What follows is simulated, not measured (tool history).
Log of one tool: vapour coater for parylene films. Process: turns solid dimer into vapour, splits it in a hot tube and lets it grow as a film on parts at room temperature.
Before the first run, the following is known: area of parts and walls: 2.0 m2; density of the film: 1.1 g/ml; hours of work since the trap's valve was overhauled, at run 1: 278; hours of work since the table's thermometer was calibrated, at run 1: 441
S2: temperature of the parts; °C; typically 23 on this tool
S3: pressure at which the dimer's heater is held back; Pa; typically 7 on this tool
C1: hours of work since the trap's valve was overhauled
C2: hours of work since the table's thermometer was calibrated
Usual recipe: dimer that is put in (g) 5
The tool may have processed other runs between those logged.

run 1 hour=0 | dimer_that_is_put_in_(g)=5 S2=23 S3=7 | C1=278 C2=441 | thickness_of_the_film_(µm)=1.3
run 2 hour=17.5 | dimer_that_is_put_in_(g)=5 S2=23 S3=7 | C1=288 C2=451 | thickness_of_the_film_(µm)=1.28
run 3 hour=42.9 | dimer_that_is_put_in_(g)=5 S2=26 S3=7 | C1=302 C2=465 | thickness_of_the_film_(µm)=1.2
run 4 hour=72 | dimer_that_is_put_in_(g)=5 S2=26 S3=7 | C1=319 C2=482 | thickness_of_the_film_(µm)=1.17
run 5 hour=108.1 | dimer_that_is_put_in_(g)=5 S2=26 S3=7 | C1=340 C2=502 | thickness_of_the_film_(µm)=1.2
run 6 hour=136.8 | dimer_that_is_put_in_(g)=5 S2=34 S3=7 | C1=356 C2=519 | thickness_of_the_film_(µm)=0.98
run 7 hour=174.3 | dimer_that_is_put_in_(g)=5 S2=34 S3=7 | C1=378 C2=540 | thickness_of_the_film_(µm)=0.96
run 8 hour=192.6 | dimer_that_is_put_in_(g)=5 S2=23 S3=7.12 | C1=388 C2=551 | thickness_of_the_film_(µm)=1.25
run 9 hour=210.8 | dimer_that_is_put_in_(g)=5 S2=23 S3=7.12 | C1=399 C2=561 | thickness_of_the_film_(µm)=1.25
run 10 hour=232.4 | dimer_that_is_put_in_(g)=5 S2=23 S3=7.12 | C1=411 C2=574 | thickness_of_the_film_(µm)=1.26
run 11 hour=247.8 | dimer_that_is_put_in_(g)=5 S2=23 S3=7.12 | C1=420 C2=583 | thickness_of_the_film_(µm)=1.24
-- hour=272 trap's valve overhauled
run 12 hour=284.8 | dimer_that_is_put_in_(g)=5 S2=23 S3=7.12 | C1=7 C2=601 | thickness_of_the_film_(µm)=1.36
run 13 hour=316.1 | dimer_that_is_put_in_(g)=5 S2=23 S3=7.12 | C1=25 C2=619 | thickness_of_the_film_(µm)=1.37
run 14 hour=348.4 | dimer_that_is_put_in_(g)=5 S2=23 S3=7 | C1=44 C2=638 | thickness_of_the_film_(µm)=1.37
run 15 hour=369.8 | dimer_that_is_put_in_(g)=5 S2=23 S3=7 | C1=56 C2=650 | thickness_of_the_film_(µm)=1.37
run 16 hour=399.9 | dimer_that_is_put_in_(g)=5 S2=23 S3=7 | C1=73 C2=667 | thickness_of_the_film_(µm)=1.37
run 17 hour=419.3 | dimer_that_is_put_in_(g)=5 S2=23 S3=7 | C1=84 C2=679 | thickness_of_the_film_(µm)=1.34
run 18 hour=456.5 | dimer_that_is_put_in_(g)=5 S2=23 S3=7 | C1=106 C2=700 | thickness_of_the_film_(µm)=1.33
run 19 hour=485.5 | dimer_that_is_put_in_(g)=5 S2=16 S3=7 | C1=122 C2=716 | thickness_of_the_film_(µm)=1.6
run 20 hour=520.8 | dimer_that_is_put_in_(g)=5 S2=16 S3=7 | C1=143 C2=737 | thickness_of_the_film_(µm)=1.59
run 21 hour=539.7 | dimer_that_is_put_in_(g)=5 S2=28 S3=7 | C1=153 C2=747 | thickness_of_the_film_(µm)=1.17
run 22 hour=573.4 | dimer_that_is_put_in_(g)=5 S2=28 S3=7 | C1=173 C2=767 | thickness_of_the_film_(µm)=1.18
run 23 hour=599.7 | dimer_that_is_put_in_(g)=5 S2=18 S3=7 | C1=188 C2=782 | thickness_of_the_film_(µm)=1.54
run 24 hour=635.7 | dimer_that_is_put_in_(g)=7 S2=23 S3=3.17 | C1=208 C2=803 | thickness_of_the_film_(µm)=2.25
run 25 hour=660 | dimer_that_is_put_in_(g)=7 S2=23 S3=3.17 | C1=222 C2=816 | thickness_of_the_film_(µm)=2.25

Run 26 is up next; what results do you expect?
run 26 hour=690.5 | dimer_that_is_put_in_(g)=5 S2=23 S3=3.08 | C1=240 C2=834 | thickness_of_the_film_(µm)=?

thickness of the film (µm): 1.62
Take away the tool's hidden state, keep the run-to-run variation as it was, and the same run would have given thickness of the film (µm) 1.69.
